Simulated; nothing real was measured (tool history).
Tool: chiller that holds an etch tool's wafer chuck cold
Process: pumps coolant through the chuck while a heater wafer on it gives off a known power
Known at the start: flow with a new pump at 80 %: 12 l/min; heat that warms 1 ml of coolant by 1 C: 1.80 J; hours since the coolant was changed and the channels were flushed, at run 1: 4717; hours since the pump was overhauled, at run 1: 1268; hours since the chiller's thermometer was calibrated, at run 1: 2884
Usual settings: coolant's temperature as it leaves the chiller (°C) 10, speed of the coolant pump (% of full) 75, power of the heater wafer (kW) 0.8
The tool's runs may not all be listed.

run,hour,coolant's temperature as it leaves the chiller (°C),speed of the coolant pump (% of full),power of the heater wafer (kW),hours since the coolant was changed and the channels were flushed,hours since the pump was overhauled,hours since the chiller's thermometer was calibrated,chuck's temperature once it has settled (°C),how much warmer the coolant comes back (C)
1,0,10,75,0.8,4717,1268,2884,16.2,2.45
2,22.4,10,75,0.8,4740,1290,2906,16.2,2.47
3,64.6,10,75,0.8,4782,1332,2948,16.3,2.41
4,110.5,10,75,0.8,4828,1378,2994,16.3,2.51
5,147.9,10,86,0.8,4865,1416,3032,15.7,2.13
6,197.6,11,75,0.8,4915,1465,3081,17.3,2.57
7,238.7,11,75,0.685,4956,1507,3123,16.2,2.21

Run 8 comes next. What will it give?
8,262.9,14,75,0.572,4980,1531,3147,?,?

chuck's temperature once it has settled (°C): 18.3
how much warmer the coolant comes back (C): 1.76
Without the tool's hidden state the same run would have given chuck's temperature once it has settled (°C) 17.7, how much warmer the coolant comes back (C) 1.67.
